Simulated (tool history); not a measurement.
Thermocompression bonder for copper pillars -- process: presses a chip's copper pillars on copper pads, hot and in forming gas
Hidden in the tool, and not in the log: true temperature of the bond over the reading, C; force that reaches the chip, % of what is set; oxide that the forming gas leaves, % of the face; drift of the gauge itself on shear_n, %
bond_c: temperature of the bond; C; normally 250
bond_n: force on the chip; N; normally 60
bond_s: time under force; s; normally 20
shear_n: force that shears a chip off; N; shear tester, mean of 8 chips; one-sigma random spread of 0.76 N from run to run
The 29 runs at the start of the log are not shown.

run   hour  bond_c  bond_n  bond_s  hours of work since the heater was calibrated  hours of work since the force cell was calibrated  hours of work since the gas filter was changed  shear_n
 30  618.5     266      73      39                                            126                                                764                                             222     92.5
 31  641.3     250      88      13                                            138                                                777                                             235     61.5
 32  664.7     250      82      20                                            152                                                790                                             248     68.8
 33    692     250      82      20                                            167                                                806                                             263     66.2
 34  713.6     259      82      33                                            179                                                818                                             275     87.7
     741.4  -- forming gas filter changed
 35  744.3     259      82      33                                            196                                                835                                               2     94.1
 36  768.9     269      65      14                                            210                                                849                                              16     66.6
 37  795.7     269      65      14                                            225                                                864                                              31     65.9
 38    809     252      40      57                                            233                                                872                                              38     64.6
 39    823     275      84      57                                            241                                                880                                              46    121.6
 40  841.5     267      72      20                                            251                                                890                                              56     78.7

Each row is a separate what-if for the run after 40, all from the same tool condition, not one after another. Results?
  A  870.3     232      60      28                                            267                                                906                                              73        ?
  B  870.3     263      71      20                                            267                                                906                                              73        ?
  C  870.3     265      66      28                                            267                                                906                                              73        ?

run  shear_n
  A     51.7
  B       74
  C     83.5
With the hidden condition removed and each run's random variation left untouched, the same runs would have given:
run  shear_n
  A     52.4
  B     75.4
  C       85

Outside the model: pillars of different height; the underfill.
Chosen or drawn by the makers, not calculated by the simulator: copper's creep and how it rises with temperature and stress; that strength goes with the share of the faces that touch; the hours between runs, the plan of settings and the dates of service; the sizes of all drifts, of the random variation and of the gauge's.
